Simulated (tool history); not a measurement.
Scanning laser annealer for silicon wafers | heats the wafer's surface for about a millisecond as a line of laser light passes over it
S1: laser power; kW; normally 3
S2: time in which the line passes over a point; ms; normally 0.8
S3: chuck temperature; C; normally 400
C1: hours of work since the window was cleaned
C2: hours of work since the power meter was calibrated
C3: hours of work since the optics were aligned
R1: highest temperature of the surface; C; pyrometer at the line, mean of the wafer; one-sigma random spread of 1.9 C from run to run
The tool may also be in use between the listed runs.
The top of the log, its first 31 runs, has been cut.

run	day	S1	S2	S3	C1	C2	C3	R1
32	9.933	3.182	0.969	373	340	24	205	1168
33	10.304	3	0.931	375	344	28	209	1105
34	10.729	3	0.931	416	350	33	214	1144
35	11.121	3	0.931	416	355	38	219	1142
36	11.371	3.052	0.591	380	358	41	222	958
37	11.796	3	0.973	405	363	47	228	1147
38	12.083	3	0.737	379	367	50	231	1019
39	12.471	3.186	0.592	411	371	55	236	1013

Forecast run 40:
40	12.754	2.764	0.635	400	375	59	240	?

Run 40 measured R1 936 C.
Without the tool's hidden state the same run would have given R1 965 C.
